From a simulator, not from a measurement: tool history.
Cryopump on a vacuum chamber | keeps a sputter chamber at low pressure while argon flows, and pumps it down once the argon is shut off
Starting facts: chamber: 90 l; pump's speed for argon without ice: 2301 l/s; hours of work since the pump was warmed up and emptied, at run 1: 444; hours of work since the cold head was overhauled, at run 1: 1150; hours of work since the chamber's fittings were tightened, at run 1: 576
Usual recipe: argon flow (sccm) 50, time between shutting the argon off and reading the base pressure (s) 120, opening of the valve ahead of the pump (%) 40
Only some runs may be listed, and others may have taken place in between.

run      day  argon flow (sccm)  time between shutting the argon off and reading the base pressure (s)  opening of the valve ahead of the pump (%)  hours of work since the pump was warmed up and emptied  hours of work since the cold head was overhauled  hours of work since the chamber's fittings were tightened  pressure while argon flows (Pa)  pressure after the wait (uPa)
  1        0                 50                                                                    120                                          40                                                     444                                              1150                                                        576                            0.098                              1
  2    4.212                 50                                                                    120                                          40                                                     510                                              1216                                                        643                           0.0978                           1.02
  3    9.442                 40                                                                    120                                          40                                                     593                                              1299                                                        726                           0.0785                           1.12
      13.425  -- pump warmed up, emptied and cooled again
  4   13.796                 40                                                                    120                                          16                                                       6                                              1364                                                        791                           0.1833                           1.04
  5   18.162                 40                                                                    242                                          16                                                      75                                              1433                                                        860                           0.1848                           0.78
  6     21.9                 41                                                                    120                                          40                                                     134                                              1492                                                        919                            0.076                           1.06
  7   25.925                 34                                                                    120                                          40                                                     197                                              1556                                                        983                           0.0638                           1.14
  8   28.829                 61                                                                    120                                          40                                                     243                                              1602                                                       1029                            0.115                           1.13
  9   33.733                 61                                                                    120                                          40                                                     321                                              1679                                                       1106                           0.1176                           1.21
 10   38.517                 61                                                                    120                                          40                                                     396                                              1755                                                       1182                           0.1186                           1.23
 11    42.05                 50                                                                    120                                          40                                                     452                                              1811                                                       1237                           0.0968                            1.3
 12   47.171                 50                                                                    120                                          40                                                     533                                              1892                                                       1318                           0.0988                           1.32
 13   50.883                 50                                                                    120                                          40                                                     592                                              1950                                                       1377                           0.0998                           1.42
      55.104  -- pump warmed up, emptied and cooled again
 14   55.471                 25                                                                    120                                          40                                                       6                                              2019                                                       1446                           0.0463                            1.3
 15   57.608                 50                                                                    120                                          40                                                      40                                              2053                                                       1480                            0.093                           1.32
 16   59.771                 50                                                                    120                                          40                                                      74                                              2087                                                       1514                           0.0927                           1.34
 17   63.829                 50                                                                    120                                          53                                                     138                                              2151                                                       1578                           0.0716                           1.36
 18   67.612                 66                                                                     23                                          33                                                     198                                              2211                                                       1638                           0.1512                           3.34
 19   69.825                 57                                                                     33                                          31                                                     233                                              2246                                                       1673                           0.1393                           2.69
 20     74.5                 49                                                                     33                                          25                                                     306                                              2320                                                       1747                           0.1488                           2.74
 21    78.15                 40                                                                    120                                          32                                                     364                                              2378                                                       1804                            0.095                           1.52
 22   82.108                 50                                                                    297                                          56                                                     427                                              2440                                                       1867                           0.0707                            1.3
 23   87.342                 31                                                                     27                                          40                                                     509                                              2523                                                       1949                           0.0613                           3.36
 24   91.621                 31                                                                     27                                          40                                                     577                                              2590                                                       2017                           0.0617                           3.36
 25   95.146                 73                                                                     63                                          30                                                     633                                              2646                                                       2073                           0.1913                           2.14
      96.596  -- pump warmed up, emptied and cooled again
 26   100.05                 32                                                                     21                                          40                                                      55                                              2720                                                       2147                           0.0587                           3.98
 27  103.512                 32                                                                     21                                          40                                                     109                                              2775                                                       2202                           0.0593                           3.99
     105.625  -- leaking fittings of the chamber tightened, without venting
 28  108.358                 50                                                                    205                                          16                                                     184                                              2850                                                         43                           0.2314                           0.44
 29  112.717                 50                                                                     23                                          18                                                     253                                              2919                                                        112                           0.2071                           2.67
 30  117.317                 50                                                                     23                                          18                                                     326                                              2992                                                        185                           0.2093                           2.82
 31  120.104                 43                                                                     32                                          40                                                     370                                              3036                                                        229                           0.0832                           2.14
 32  123.575                 38                                                                    163                                          20                                                     425                                              3091                                                        284                            0.144                           0.67
 33  127.004                 38                                                                    163                                          23                                                     479                                              3145                                                        338                           0.1257                           0.65
 34  130.433                 89                                                                    175                                          27                                                     533                                              3199                                                        392                           0.2554                           0.69

Branching from run 34: 3 alternative next runs. What would each branch give?
  A  133.933                 93                                                                     77                                          40                                                     588                                              3254                                                        447                                ?                              ?
  B  133.933                 20                                                                     78                                          32                                                     588                                              3254                                                        447                                ?                              ?
  C  133.933                 71                                                                     53                                          41                                                     588                                              3254                                                        447                                ?                              ?

run  pressure while argon flows (Pa)  pressure after the wait (uPa)
  A                           0.1851                           1.23
  B                           0.0489                            1.2
  C                            0.139                           1.52
Take away the tool's hidden state, keep each run's random variation, and the runs would have read:
run  pressure while argon flows (Pa)  pressure after the wait (uPa)
  A                           0.1702                           0.94
  B                           0.0457                           0.91
  C                           0.1275                           1.23
